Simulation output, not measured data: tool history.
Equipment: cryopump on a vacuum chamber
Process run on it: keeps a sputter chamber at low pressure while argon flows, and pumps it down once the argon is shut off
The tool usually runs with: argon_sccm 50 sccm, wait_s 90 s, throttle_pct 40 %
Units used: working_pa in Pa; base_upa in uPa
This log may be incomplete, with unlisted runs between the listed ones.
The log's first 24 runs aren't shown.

{"run": 25, "hour": 1777.6, "argon_sccm": 50, "wait_s": 21, "throttle_pct": 30, "working_pa": 0.1491, "base_upa": 1.68}
{"run": 26, "hour": 1870.7, "argon_sccm": 50, "wait_s": 21, "throttle_pct": 30, "working_pa": 0.1474, "base_upa": 1.66}
{"run": 27, "hour": 1970.3, "argon_sccm": 50, "wait_s": 21, "throttle_pct": 30, "working_pa": 0.1501, "base_upa": 1.73}
{"run": 28, "hour": 2022.9, "argon_sccm": 71, "wait_s": 83, "throttle_pct": 31, "working_pa": 0.2067, "base_upa": 0.83}
{"run": 29, "hour": 2079.2, "argon_sccm": 71, "wait_s": 83, "throttle_pct": 31, "working_pa": 0.2064, "base_upa": 0.79}
{"hour": 2157.4, "done": "pump warmed up, emptied and cooled again"}
{"run": 30, "hour": 2168.1, "argon_sccm": 50, "wait_s": 36, "throttle_pct": 40, "working_pa": 0.1059, "base_upa": 1.19}
{"run": 31, "hour": 2253.2, "argon_sccm": 50, "wait_s": 36, "throttle_pct": 40, "working_pa": 0.106, "base_upa": 1.18}
{"run": 32, "hour": 2334.0, "argon_sccm": 54, "wait_s": 90, "throttle_pct": 40, "working_pa": 0.1154, "base_upa": 0.75}
{"run": 33, "hour": 2396.6, "argon_sccm": 54, "wait_s": 90, "throttle_pct": 40, "working_pa": 0.1155, "base_upa": 0.76}

What if the next run were any one of these 4? Each begins from the tool's condition after run 33:
{"run": "A", "hour": 2444.3, "argon_sccm": 20, "wait_s": 107, "throttle_pct": 40, "working_pa": "?", "base_upa": "?"}
{"run": "B", "hour": 2444.3, "argon_sccm": 59, "wait_s": 113, "throttle_pct": 54, "working_pa": "?", "base_upa": "?"}
{"run": "C", "hour": 2444.3, "argon_sccm": 50, "wait_s": 86, "throttle_pct": 23, "working_pa": "?", "base_upa": "?"}
{"run": "D", "hour": 2444.3, "argon_sccm": 33, "wait_s": 42, "throttle_pct": 40, "working_pa": "?", "base_upa": "?"}

run=A working_pa=0.0426 base_upa=0.76
run=B working_pa=0.0935 base_upa=0.72
run=C working_pa=0.1841 base_upa=0.81
run=D working_pa=0.0705 base_upa=1.11
Stripped of hidden state, with their random variation kept, the same runs would have yielded:
run=A working_pa=0.0418 base_upa=0.41
run=B working_pa=0.0913 base_upa=0.36
run=C working_pa=0.1822 base_upa=0.45
run=D working_pa=0.0692 base_upa=0.75
